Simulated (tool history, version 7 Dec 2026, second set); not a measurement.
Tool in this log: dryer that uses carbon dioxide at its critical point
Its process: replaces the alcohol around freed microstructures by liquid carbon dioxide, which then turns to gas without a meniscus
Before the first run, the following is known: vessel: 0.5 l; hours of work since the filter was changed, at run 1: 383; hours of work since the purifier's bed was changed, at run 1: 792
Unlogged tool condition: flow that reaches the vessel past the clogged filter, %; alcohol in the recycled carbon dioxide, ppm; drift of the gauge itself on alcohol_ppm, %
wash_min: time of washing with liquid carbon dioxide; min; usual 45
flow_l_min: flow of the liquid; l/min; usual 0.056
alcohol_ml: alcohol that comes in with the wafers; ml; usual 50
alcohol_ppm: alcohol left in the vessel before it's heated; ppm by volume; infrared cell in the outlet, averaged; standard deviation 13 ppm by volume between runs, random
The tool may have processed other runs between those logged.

| run | day | wash_min | flow_l_min | alcohol_ml | hours of work since the filter was changed | hours of work since the purifier's bed was changed | alcohol_ppm |
|---|---|---|---|---|---|---|---|
| 1 | 0 | 45 | 0.056 | 50 | 383 | 792 | 1340 |
| 2 | 1.975 | 45 | 0.056 | 50 | 411 | 820 | 1334 |
| 3 | 4.179 | 45 | 0.056 | 50 | 443 | 852 | 1354 |
| 4 | 6.496 | 45 | 0.0932 | 50 | 476 | 885 | 227 |
| 5 | 8.192 | 45 | 0.056 | 21 | 500 | 909 | 708 |
| 6 | 10.862 | 45 | 0.056 | 50 | 539 | 948 | 1559 |
|  | 13.296 | inlet filter changed |
| 7 | 13.404 | 45 | 0.056 | 47 | 2 | 983 | 930 |
| 8 | 15.5 | 45 | 0.056 | 50 | 32 | 1014 | 996 |
| 9 | 18.3 | 45 | 0.056 | 50 | 72 | 1054 | 1005 |
| 10 | 19.529 | 45 | 0.056 | 50 | 90 | 1071 | 1053 |
| 11 | 21.596 | 45 | 0.056 | 50 | 119 | 1101 | 1046 |
| 12 | 24.092 | 45 | 0.056 | 50 | 155 | 1137 | 1075 |
| 13 | 26.875 | 42 | 0.056 | 34 | 195 | 1177 | 1095 |
| 14 | 29.012 | 36 | 0.0702 | 50 | 226 | 1208 | 1213 |
| 15 | 31.833 | 36 | 0.0702 | 50 | 266 | 1248 | 1219 |
| 16 | 33.533 | 43 | 0.0733 | 23 | 291 | 1273 | 372 |
| 17 | 36.362 | 53 | 0.056 | 104 | 331 | 1313 | 1252 |
| 18 | 37.704 | 46 | 0.056 | 29 | 351 | 1332 | 827 |
| 19 | 39.325 | 46 | 0.056 | 29 | 374 | 1356 | 864 |
| 20 | 41.504 | 46 | 0.056 | 29 | 405 | 1387 | 869 |
|  | 42.454 | purifier's bed changed |
| 21 | 44.417 | 38 | 0.0445 | 50 | 445 | 28 | 5379 |

Forecast each of these 4 alternatives for the next run:
| A | 47.029 | 38 | 0.0746 | 50 | 483 | 66 | ? |
| B | 47.029 | 51 | 0.059 | 71 | 483 | 66 | ? |
| C | 47.029 | 63 | 0.043 | 87 | 483 | 66 | ? |
| D | 47.029 | 38 | 0.0432 | 50 | 483 | 66 | ? |

| run | alcohol_ppm |
|---|---|
| A | 788 |
| B | 836 |
| C | 1679 |
| D | 6091 |
With the hidden condition removed and each run's random variation left untouched, the same runs would have given:
| run | alcohol_ppm |
|---|---|
| A | 436 |
| B | 449 |
| C | 964 |
| D | 4344 |
